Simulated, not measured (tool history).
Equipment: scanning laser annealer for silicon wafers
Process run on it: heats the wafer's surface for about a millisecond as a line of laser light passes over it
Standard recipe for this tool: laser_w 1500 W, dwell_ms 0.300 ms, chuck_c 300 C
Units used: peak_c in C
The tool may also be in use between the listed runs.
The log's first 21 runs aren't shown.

{"run": 22, "hour": 171.0, "laser_w": 1304, "dwell_ms": 0.28, "chuck_c": 284, "peak_c": 861}
{"hour": 173.6, "done": "window over the wafer cleaned"}
{"run": 23, "hour": 183.1, "laser_w": 1298, "dwell_ms": 0.326, "chuck_c": 268, "peak_c": 879}
{"run": 24, "hour": 189.8, "laser_w": 1372, "dwell_ms": 0.3, "chuck_c": 295, "peak_c": 922}
{"hour": 200.4, "done": "window over the wafer cleaned, once more"}
{"run": 25, "hour": 202.0, "laser_w": 1439, "dwell_ms": 0.339, "chuck_c": 272, "peak_c": 1009}
{"run": 26, "hour": 208.9, "laser_w": 1439, "dwell_ms": 0.339, "chuck_c": 272, "peak_c": 1012}
{"run": 27, "hour": 213.5, "laser_w": 1439, "dwell_ms": 0.339, "chuck_c": 272, "peak_c": 1009}
{"run": 28, "hour": 220.8, "laser_w": 1500, "dwell_ms": 0.248, "chuck_c": 337, "peak_c": 994}
{"run": 29, "hour": 228.5, "laser_w": 1500, "dwell_ms": 0.248, "chuck_c": 337, "peak_c": 986}
{"run": 30, "hour": 236.0, "laser_w": 1500, "dwell_ms": 0.344, "chuck_c": 337, "peak_c": 1121}
{"run": 31, "hour": 244.6, "laser_w": 1479, "dwell_ms": 0.3, "chuck_c": 300, "peak_c": 1012}
{"run": 32, "hour": 251.8, "laser_w": 1500, "dwell_ms": 0.3, "chuck_c": 300, "peak_c": 1025}
{"run": 33, "hour": 261.7, "laser_w": 1500, "dwell_ms": 0.3, "chuck_c": 300, "peak_c": 1031}
{"run": 34, "hour": 271.7, "laser_w": 1500, "dwell_ms": 0.223, "chuck_c": 276, "peak_c": 890}
{"run": 35, "hour": 280.2, "laser_w": 1425, "dwell_ms": 0.223, "chuck_c": 316, "peak_c": 895}
{"run": 36, "hour": 288.1, "laser_w": 1309, "dwell_ms": 0.223, "chuck_c": 335, "peak_c": 853}
{"run": 37, "hour": 294.8, "laser_w": 1395, "dwell_ms": 0.223, "chuck_c": 305, "peak_c": 865}

Here are 5 independent what-if runs from the current tool condition. What would each one return?
{"run": "A", "hour": 299.9, "laser_w": 1500, "dwell_ms": 0.3, "chuck_c": 265, "peak_c": "?"}
{"run": "B", "hour": 299.9, "laser_w": 1374, "dwell_ms": 0.316, "chuck_c": 268, "peak_c": "?"}
{"run": "C", "hour": 299.9, "laser_w": 1423, "dwell_ms": 0.225, "chuck_c": 300, "peak_c": "?"}
{"run": "D", "hour": 299.9, "laser_w": 1498, "dwell_ms": 0.3, "chuck_c": 316, "peak_c": "?"}
{"run": "E", "hour": 299.9, "laser_w": 1506, "dwell_ms": 0.223, "chuck_c": 282, "peak_c": "?"}

run=A peak_c=982
run=B peak_c=935
run=C peak_c=880
run=D peak_c=1038
run=E peak_c=901
Stripped of hidden state, with their random variation kept, the same runs would have yielded:
run=A peak_c=989
run=B peak_c=941
run=C peak_c=885
run=D peak_c=1044
run=E peak_c=907
